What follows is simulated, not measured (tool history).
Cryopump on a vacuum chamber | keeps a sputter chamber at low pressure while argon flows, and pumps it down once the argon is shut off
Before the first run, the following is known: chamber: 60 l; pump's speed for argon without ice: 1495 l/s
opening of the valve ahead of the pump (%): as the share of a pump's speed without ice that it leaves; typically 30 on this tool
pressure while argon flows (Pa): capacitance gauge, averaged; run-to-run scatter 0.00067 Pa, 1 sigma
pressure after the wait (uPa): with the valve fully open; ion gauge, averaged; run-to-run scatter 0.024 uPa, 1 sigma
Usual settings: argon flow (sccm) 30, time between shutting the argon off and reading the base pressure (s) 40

run,hour,argon flow (sccm),time between shutting the argon off and reading the base pressure (s),opening of the valve ahead of the pump (%),pressure while argon flows (Pa),pressure after the wait (uPa)
1,0.0,30,40,30,0.1160,1.57
2,18.1,30,40,30,0.1180,1.62
3,29.1,30,80,30,0.1185,1.27
4,49.5,30,80,16,0.2161,1.34
5,65.9,30,80,16,0.2168,1.36
6,79.8,30,80,16,0.2165,1.42
7,93.4,30,80,16,0.2158,1.39
8,113.2,30,80,21,0.1671,1.55
9,124.7,30,80,21,0.1649,1.49
10,141.3,30,80,21,0.1668,1.46
11,161.1,30,80,34,0.1054,1.55
12,174.7,30,78,34,0.1064,1.61
13,185.6,30,241,24,0.1468,1.46
14,198.1,30,241,24,0.1487,1.51
15,217.6,37,279,30,0.1484,1.49
16,230.9,24,233,34,0.0850,1.57
17,251.2,37,40,30,0.1491,2.14
18,270.7,13,60,55,0.0299,1.99
19,284.1,18,292,22,0.0973,1.65
20,305.6,18,25,32,0.0680,2.62
21,324.6,15,40,23,0.0789,2.28
22,338.6,15,40,23,0.0798,2.39
23,349.2,30,40,28,0.1297,2.40
24,366.4,30,40,28,0.1307,2.37

Predict each of these 5 candidate next runs independently; none follows another, all start after run 24:
A,381.3,30,40,32,?,?
B,381.3,30,21,28,?,?
C,381.3,30,245,41,?,?
D,381.3,30,40,15,?,?
E,381.3,51,28,16,?,?

run,pressure while argon flows (Pa),pressure after the wait (uPa)
A,0.1154,2.48
B,0.1309,3.04
C,0.0931,1.92
D,0.2373,2.37
E,0.3772,2.68
Stripped of hidden state, with their random variation kept, the same runs would have yielded:
run,pressure while argon flows (Pa),pressure after the wait (uPa)
A,0.1056,0.86
B,0.1211,1.42
C,0.0831,0.31
D,0.2274,0.80
E,0.3605,1.10
